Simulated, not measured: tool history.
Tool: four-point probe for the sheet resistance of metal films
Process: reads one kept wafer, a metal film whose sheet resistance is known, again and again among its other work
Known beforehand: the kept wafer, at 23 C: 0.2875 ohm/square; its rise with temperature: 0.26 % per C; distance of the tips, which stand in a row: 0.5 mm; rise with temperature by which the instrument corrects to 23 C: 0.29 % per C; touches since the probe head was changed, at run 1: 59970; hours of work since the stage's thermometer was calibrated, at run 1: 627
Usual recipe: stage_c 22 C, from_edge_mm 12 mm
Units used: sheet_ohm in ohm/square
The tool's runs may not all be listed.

run	hour	stage_c	from_edge_mm	touches since the probe head was changed	hours of work since the stage's thermometer was calibrated	sheet_ohm
1	0	22	12	59970	627	0.290203
2	24.8	22	16	60777	640	0.290074
3	62.3	22	16	62000	658	0.290238
4	103.1	22	66	63331	678	0.290024
5	126.7	22	5	64100	690	0.291727
6	158.8	22	5	65147	705	0.291608
7	184.7	22	5	65990	718	0.291662
8	208.9	22	12	66777	730	0.290388
9	227.1	22	14	67371	739	0.290419
10	262.7	22	14	68531	756	0.2905
11	283.8	22	14	69220	767	0.290486
12	313.5	22	14	70188	781	0.290423
13	339.2	22	14	71024	794	0.290545
14	362.3	22	14	71778	805	0.290443
15	396.1	22	14	72880	822	0.29043
16	419.6	22	14	73646	833	0.290576
17	452.9	22	14	74732	850	0.290523
18	485	22	7	75779	865	0.291204
19	524.3	22	4	77059	885	0.292797
20	548.5	22	4	77846	897	0.292924
21	578.3	22	4	78818	911	0.29297
22	613.6	22	4	79971	929	0.292897
23	646.2	22	4	81031	945	0.292922
24	664.6	24	5	81631	954	0.291829
25	702.2	24	9	82856	972	0.290865
26	726.2	27	3	83638	984	0.294466
27	762	22	15	84806	1001	0.290849
28	800.8	26	9	86069	1020	0.290767
29	824	26	9	86826	1032	0.29092
30	840.9	26	9	87379	1040	0.290848
31	870	21	13	88327	1054	0.291061
32	906.9	28	48	89529	1072	0.290322
33	932.6	28	48	90366	1085	0.290287
34	966.5	22	29	91470	1102	0.290866
35	999.3	23	29	92542	1118	0.290862
36	1035.6	22	15	93724	1136	0.290978
37	1057	22	15	94421	1146	0.291057
38	1083.3	29	15	95280	1159	0.290472
39	1116.9	29	15	96374	1176	0.290532
40	1152.3	24	24	97528	1193	0.290841
41	1169.5	20	4	98088	1201	0.293677
42	1193.3	21	44	98864	1213	0.291165
43	1225	21	44	99897	1229	0.291167

Below are 5 alternative next runs, each starting from the tool's condition after run 43. Predict each:
A	1245.2	35	13	100556	1239	?
B	1245.2	34	44	100556	1239	?
C	1245.2	20	12	100556	1239	?
D	1245.2	22	41	100556	1239	?
E	1245.2	21	5	100556	1239	?

run	sheet_ohm
A	0.290337
B	0.290144
C	0.291461
D	0.291021
E	0.292724
Take away the tool's hidden state, keep each run's random variation, and the runs would have read:
run	sheet_ohm
A	0.286881
B	0.28669
C	0.288005
D	0.287568
E	0.289253
